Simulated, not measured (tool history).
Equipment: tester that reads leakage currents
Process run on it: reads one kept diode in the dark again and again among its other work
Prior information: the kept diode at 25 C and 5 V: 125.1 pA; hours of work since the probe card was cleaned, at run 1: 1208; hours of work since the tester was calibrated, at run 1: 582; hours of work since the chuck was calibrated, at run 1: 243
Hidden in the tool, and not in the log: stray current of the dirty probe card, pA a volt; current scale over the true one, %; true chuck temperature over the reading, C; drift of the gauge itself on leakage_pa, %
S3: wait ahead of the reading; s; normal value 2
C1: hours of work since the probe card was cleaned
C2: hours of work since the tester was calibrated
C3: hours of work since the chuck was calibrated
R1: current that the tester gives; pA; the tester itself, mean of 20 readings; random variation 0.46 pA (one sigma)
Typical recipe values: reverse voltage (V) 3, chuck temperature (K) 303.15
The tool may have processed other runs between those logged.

{"run": 1, "day": 0.0, "reverse voltage (V)": 3, "chuck temperature (K)": 303.15, "S3": 2, "C1": 1208, "C2": 582, "C3": 243, "R1": 151.75}
{"run": 2, "day": 3.833, "reverse voltage (V)": 3, "chuck temperature (K)": 303.15, "S3": 2, "C1": 1247, "C2": 620, "C3": 282, "R1": 151.93}
{"run": 3, "day": 6.912, "reverse voltage (V)": 3, "chuck temperature (K)": 303.15, "S3": 2, "C1": 1278, "C2": 651, "C3": 313, "R1": 151.48}
{"run": 4, "day": 9.754, "reverse voltage (V)": 3, "chuck temperature (K)": 299.15, "S3": 2, "C1": 1306, "C2": 680, "C3": 341, "R1": 109.13}
{"run": 5, "day": 13.308, "reverse voltage (V)": 3, "chuck temperature (K)": 303.15, "S3": 2, "C1": 1342, "C2": 716, "C3": 377, "R1": 151.33}
{"run": 6, "day": 15.529, "reverse voltage (V)": 3, "chuck temperature (K)": 303.15, "S3": 2, "C1": 1364, "C2": 738, "C3": 399, "R1": 151.08}
{"run": 7, "day": 18.883, "reverse voltage (V)": 3, "chuck temperature (K)": 303.15, "S3": 2, "C1": 1398, "C2": 772, "C3": 433, "R1": 151.13}
{"run": 8, "day": 23.15, "reverse voltage (V)": 3, "chuck temperature (K)": 303.15, "S3": 2, "C1": 1441, "C2": 815, "C3": 476, "R1": 151.39}
{"run": 9, "day": 26.371, "reverse voltage (V)": 3, "chuck temperature (K)": 304.15, "S3": 2, "C1": 1473, "C2": 847, "C3": 508, "R1": 164.16}
{"run": 10, "day": 30.679, "reverse voltage (V)": 3, "chuck temperature (K)": 304.15, "S3": 2, "C1": 1517, "C2": 890, "C3": 552, "R1": 164.12}
{"run": 11, "day": 34.379, "reverse voltage (V)": 3, "chuck temperature (K)": 325.15, "S3": 2, "C1": 1554, "C2": 927, "C3": 589, "R1": 783.91}
{"run": 12, "day": 36.262, "reverse voltage (V)": 3, "chuck temperature (K)": 325.15, "S3": 2, "C1": 1573, "C2": 946, "C3": 608, "R1": 784.61}
{"run": 13, "day": 38.117, "reverse voltage (V)": 3, "chuck temperature (K)": 325.15, "S3": 2, "C1": 1592, "C2": 965, "C3": 627, "R1": 787.84}
{"run": 14, "day": 39.917, "reverse voltage (V)": 1.5, "chuck temperature (K)": 303.15, "S3": 2, "C1": 1610, "C2": 983, "C3": 645, "R1": 111.96}
{"run": 15, "day": 44.021, "reverse voltage (V)": 1.5, "chuck temperature (K)": 303.15, "S3": 2, "C1": 1651, "C2": 1024, "C3": 686, "R1": 111.93}
{"run": 16, "day": 47.758, "reverse voltage (V)": 1.5, "chuck temperature (K)": 303.15, "S3": 2, "C1": 1689, "C2": 1062, "C3": 724, "R1": 112.39}
{"day": 51.358, "done": "chuck's temperature calibrated"}
{"run": 17, "day": 51.379, "reverse voltage (V)": 1.5, "chuck temperature (K)": 303.15, "S3": 2, "C1": 1724, "C2": 1098, "C3": 0, "R1": 111.68}
{"run": 18, "day": 53.417, "reverse voltage (V)": 1.5, "chuck temperature (K)": 303.15, "S3": 2, "C1": 1745, "C2": 1118, "C3": 21, "R1": 111.63}
{"run": 19, "day": 57.225, "reverse voltage (V)": 1.5, "chuck temperature (K)": 303.15, "S3": 2, "C1": 1783, "C2": 1156, "C3": 59, "R1": 111.27}
{"run": 20, "day": 61.038, "reverse voltage (V)": 1.5, "chuck temperature (K)": 303.15, "S3": 2, "C1": 1821, "C2": 1195, "C3": 97, "R1": 111.98}
{"run": 21, "day": 63.65, "reverse voltage (V)": 1.5, "chuck temperature (K)": 303.15, "S3": 2, "C1": 1847, "C2": 1221, "C3": 124, "R1": 111.52}
{"run": 22, "day": 67.625, "reverse voltage (V)": 3, "chuck temperature (K)": 297.15, "S3": 1, "C1": 1887, "C2": 1261, "C3": 164, "R1": 92.96}
{"run": 23, "day": 70.479, "reverse voltage (V)": 12.45, "chuck temperature (K)": 301.15, "S3": 2, "C1": 1916, "C2": 1290, "C3": 192, "R1": 240.55}
{"run": 24, "day": 72.446, "reverse voltage (V)": 12.45, "chuck temperature (K)": 301.15, "S3": 2, "C1": 1936, "C2": 1309, "C3": 212, "R1": 239.43}
{"run": 25, "day": 74.75, "reverse voltage (V)": 3, "chuck temperature (K)": 301.15, "S3": 2, "C1": 1959, "C2": 1333, "C3": 235, "R1": 128.12}
{"run": 26, "day": 78.017, "reverse voltage (V)": 6.47, "chuck temperature (K)": 322.15, "S3": 1.36, "C1": 1992, "C2": 1365, "C3": 268, "R1": 892.32}
{"run": 27, "day": 80.996, "reverse voltage (V)": 6.47, "chuck temperature (K)": 322.15, "S3": 1.36, "C1": 2022, "C2": 1395, "C3": 298, "R1": 885.24}
{"run": 28, "day": 83.429, "reverse voltage (V)": 7.29, "chuck temperature (K)": 303.15, "S3": 3.15, "C1": 2046, "C2": 1420, "C3": 322, "R1": 222.67}
{"run": 29, "day": 85.671, "reverse voltage (V)": 15.97, "chuck temperature (K)": 301.15, "S3": 1.23, "C1": 2069, "C2": 1442, "C3": 345, "R1": 270.35}
{"run": 30, "day": 87.592, "reverse voltage (V)": 15.97, "chuck temperature (K)": 301.15, "S3": 1.23, "C1": 2088, "C2": 1462, "C3": 364, "R1": 270.01}
{"run": 31, "day": 91.392, "reverse voltage (V)": 3, "chuck temperature (K)": 296.15, "S3": 6.58, "C1": 2126, "C2": 1500, "C3": 402, "R1": 84.81}
{"run": 32, "day": 95.721, "reverse voltage (V)": 1.25, "chuck temperature (K)": 303.15, "S3": 1.89, "C1": 2170, "C2": 1543, "C3": 446, "R1": 103.51}
{"run": 33, "day": 97.571, "reverse voltage (V)": 3.36, "chuck temperature (K)": 307.15, "S3": 1.89, "C1": 2188, "C2": 1562, "C3": 465, "R1": 219.06}
{"run": 34, "day": 101.396, "reverse voltage (V)": 1.27, "chuck temperature (K)": 314.15, "S3": 8.88, "C1": 2227, "C2": 1600, "C3": 503, "R1": 244.36}
{"run": 35, "day": 105.362, "reverse voltage (V)": 2.96, "chuck temperature (K)": 303.15, "S3": 2, "C1": 2267, "C2": 1640, "C3": 543, "R1": 150.39}
{"run": 36, "day": 107.288, "reverse voltage (V)": 2.39, "chuck temperature (K)": 295.15, "S3": 1.63, "C1": 2286, "C2": 1660, "C3": 562, "R1": 70.93}
{"run": 37, "day": 109.104, "reverse voltage (V)": 1.36, "chuck temperature (K)": 294.15, "S3": 2, "C1": 2304, "C2": 1678, "C3": 581, "R1": 51.11}

Had the tool no unlogged condition, and each run kept its random variation, what would the results have been?
run=1 R1=151.71
run=2 R1=151.89
run=3 R1=151.43
run=4 R1=109.09
run=5 R1=151.26
run=6 R1=151.01
run=7 R1=151.05
run=8 R1=151.3
run=9 R1=164.05
run=10 R1=164
run=11 R1=783.42
run=12 R1=784.1
run=13 R1=787.31
run=14 R1=111.86
run=15 R1=111.83
run=16 R1=112.27
run=17 R1=111.65
run=18 R1=111.59
run=19 R1=111.23
run=20 R1=111.93
run=21 R1=111.47
run=22 R1=92.89
run=23 R1=240.34
run=24 R1=239.21
run=25 R1=128.02
run=26 R1=891.77
run=27 R1=884.65
run=28 R1=222.46
run=29 R1=270.02
run=30 R1=269.67
run=31 R1=84.72
run=32 R1=103.4
run=33 R1=218.83
run=34 R1=244.12
run=35 R1=150.2
run=36 R1=70.83
run=37 R1=51.03
